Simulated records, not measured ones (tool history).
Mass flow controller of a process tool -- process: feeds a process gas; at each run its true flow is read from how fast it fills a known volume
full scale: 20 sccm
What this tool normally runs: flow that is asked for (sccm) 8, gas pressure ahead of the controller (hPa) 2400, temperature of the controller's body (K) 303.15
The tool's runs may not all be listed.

run	hour	flow that is asked for (sccm)	gas pressure ahead of the controller (hPa)	temperature of the controller's body (K)	true flow (%)
1	0	8	2400	303.15	99.57
2	54.5	8	2400	312.15	99.71
3	147.9	5	2400	312.15	99.74
4	219.7	5	2400	308.15	99.55
5	284.3	8	2660	303.15	99.22
6	401.9	8	2660	303.15	99.22
7	475.7	8	2660	303.15	99.22
8	574.5	8	2740	303.15	99.31
9	686.1	8	2740	303.15	99.29
10	802.5	8	2740	303.15	99.23
11	913	8	2400	303.15	99.38
12	1015.9	8	2400	303.15	99.48
13	1124.2	8	2400	303.15	99.34
14	1226	8	2400	303.15	99.41
15	1350.5	7	2400	303.15	99.37
16	1448.7	7	2400	303.15	99.4
17	1532.5	8	2400	303.15	99.44
18	1658.4	8	2400	303.15	99.43
19	1780.8	8	2400	303.15	99.48
20	1882.2	8	2400	301.15	99.25
21	1965.3	13	2400	303.15	99.53
22	2033.8	13	2400	303.15	99.42
23	2119.9	8	2400	303.15	99.3
24	2202.9	8	2220	303.15	99.43
25	2326.9	8	2220	303.15	99.56
26	2393	8	2110	302.15	99.57
27	2504.6	8	1540	296.15	99.57
28	2574.5	6	2400	303.15	99.33
29	2672	6	2400	303.15	99.34
30	2737.1	3	2580	299.15	99.59
31	2795.4	8	2400	298.15	99.27
32	2923.6	6	2400	303.15	99.28
33	2979.4	6	2400	303.15	99.32
34	3037.8	6	2400	303.15	99.44
35	3117.1	5	2180	311.15	100.01
36	3229.5	5	2180	311.15	99.67
37	3322.4	5	2050	308.15	99.8
38	3434.4	5	1660	308.15	100
39	3502.4	4	2400	300.15	99.45
40	3626.2	8	2400	294.15	98.98
41	3734.1	2	1910	293.15	100.31
42	3795.3	14	2290	294.15	99.04
43	3901.8	8	2400	297.15	99.02
44	4033.5	8	2400	297.15	99.05
45	4095.3	8	2400	297.15	99.06
46	4181.8	8	2400	297.15	99.1
47	4271.4	4	1640	307.15	100.1
48	4344.4	4	1640	307.15	100.26
49	4441.1	4	1640	307.15	100.37

Run by run, hidden condition taken away, random variation retained:
Hidden state at play: flow at rest that the sensor doesn't see, % of full scale; true flow over the shown one, %; drift of the gauge itself on true_pct, %.
run	true flow (%)
1	99.54
2	99.69
3	99.67
4	99.49
5	99.21
6	99.22
7	99.22
8	99.32
9	99.3
10	99.25
11	99.41
12	99.51
13	99.38
14	99.45
15	99.38
16	99.42
17	99.5
18	99.49
19	99.55
20	99.32
21	99.72
22	99.61
23	99.39
24	99.52
25	99.66
26	99.67
27	99.68
28	99.33
29	99.34
30	99.12
31	99.4
32	99.29
33	99.33
34	99.45
35	99.91
36	99.57
37	99.7
38	99.9
39	99.18
40	99.15
41	99.09
42	99.42
43	99.21
44	99.25
45	99.26
46	99.3
47	99.79
48	99.94
49	100.04
